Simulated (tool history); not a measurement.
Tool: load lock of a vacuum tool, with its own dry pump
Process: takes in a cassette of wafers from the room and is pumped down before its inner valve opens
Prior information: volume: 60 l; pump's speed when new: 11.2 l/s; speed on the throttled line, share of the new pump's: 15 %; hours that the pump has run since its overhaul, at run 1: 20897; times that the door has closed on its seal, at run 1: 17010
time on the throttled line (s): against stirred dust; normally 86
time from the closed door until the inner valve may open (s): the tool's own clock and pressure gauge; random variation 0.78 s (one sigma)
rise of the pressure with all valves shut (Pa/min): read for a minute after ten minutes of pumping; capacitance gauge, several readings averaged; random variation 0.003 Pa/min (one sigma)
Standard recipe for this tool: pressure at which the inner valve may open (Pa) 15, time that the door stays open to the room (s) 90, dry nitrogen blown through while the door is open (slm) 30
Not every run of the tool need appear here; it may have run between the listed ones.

run    hour  time on the throttled line (s)  pressure at which the inner valve may open (Pa)  time that the door stays open to the room (s)  dry nitrogen blown through while the door is open (slm)  hours that the pump has run since its overhaul  times that the door has closed on its seal  incoming humidity of the room's air, %  time from the closed door until the inner valve may open (s)  rise of the pressure with all valves shut (Pa/min)
  1       0                              86                                               15                                             90                                                       30                                           20897                                       17010                                      45                                                         131.9                                               0.084
  2   396.8                              86                                               15                                             90                                                       30                                           21294                                       18122                                    44.5                                                           131                                               0.088
  3   893.6                              86                                               15                                             90                                                       30                                           21790                                       19515                                    43.9                                                           133                                               0.092
  4  1273.2                              86                                               15                                             90                                                       30                                           22170                                       20579                                    45.6                                                         132.7                                                0.11
  5  1682.8                              86                                               15                                             90                                                       30                                           22580                                       21728                                    46.3                                                         133.6                                               0.109
  6  2254.6                              86                                               15                                             90                                                       30                                           23152                                       23331                                    45.1                                                         134.4                                               0.123
  7  2557.1                             152                                               15                                             90                                                       30                                           23454                                       24179                                    41.8                                                         184.6                                               0.125
  8  2828.5                             100                                               15                                             90                                                       13                                           23725                                       24940                                    46.5                                                         144.5                                               0.143
  9  3390.2                             100                                               15                                             62                                                       13                                           24287                                       26515                                    45.6                                                         145.2                                               0.158
 10  3884.5                              98                                               15                                            160                                                       30                                           24781                                       27901                                    45.5                                                         143.9                                               0.172
     4149.2  -- dry pump taken out, an overhauled one fitted
 11    4207                              98                                               25                                             96                                                       30                                              58                                       28788                                    45.2                                                         128.6                                               0.174

Forecast each of these 5 alternatives for the next run:
  A  4784.9                             102                                               14                                             87                                                       30                                             636                                       30408                                    45.2                                                             ?                                                   ?
  B  4784.9                              98                                               25                                            103                                                       30                                             636                                       30408                                    46.8                                                             ?                                                   ?
  C  4784.9                              98                                               16                                            141                                                       30                                             636                                       30408                                    43.9                                                             ?                                                   ?
  D  4784.9                              63                                               28                                             90                                                        4                                             636                                       30408                                    46.8                                                             ?                                                   ?
  E  4784.9                              98                                               25                                             96                                                       25                                             636                                       30408                                    48.1                                                             ?                                                   ?

run  time from the closed door until the inner valve may open (s)  rise of the pressure with all valves shut (Pa/min)
  A                                                         135.5                                               0.178
  B                                                         129.7                                               0.192
  C                                                         130.5                                               0.183
  D                                                          96.8                                               0.205
  E                                                         129.6                                               0.183
What these runs would have given with no unlogged condition in the tool:
run  time from the closed door until the inner valve may open (s)  rise of the pressure with all valves shut (Pa/min)
  A                                                         135.6                                               0.013
  B                                                         129.8                                               0.025
  C                                                         130.6                                               0.016
  D                                                          96.9                                               0.038
  E                                                         129.7                                               0.017
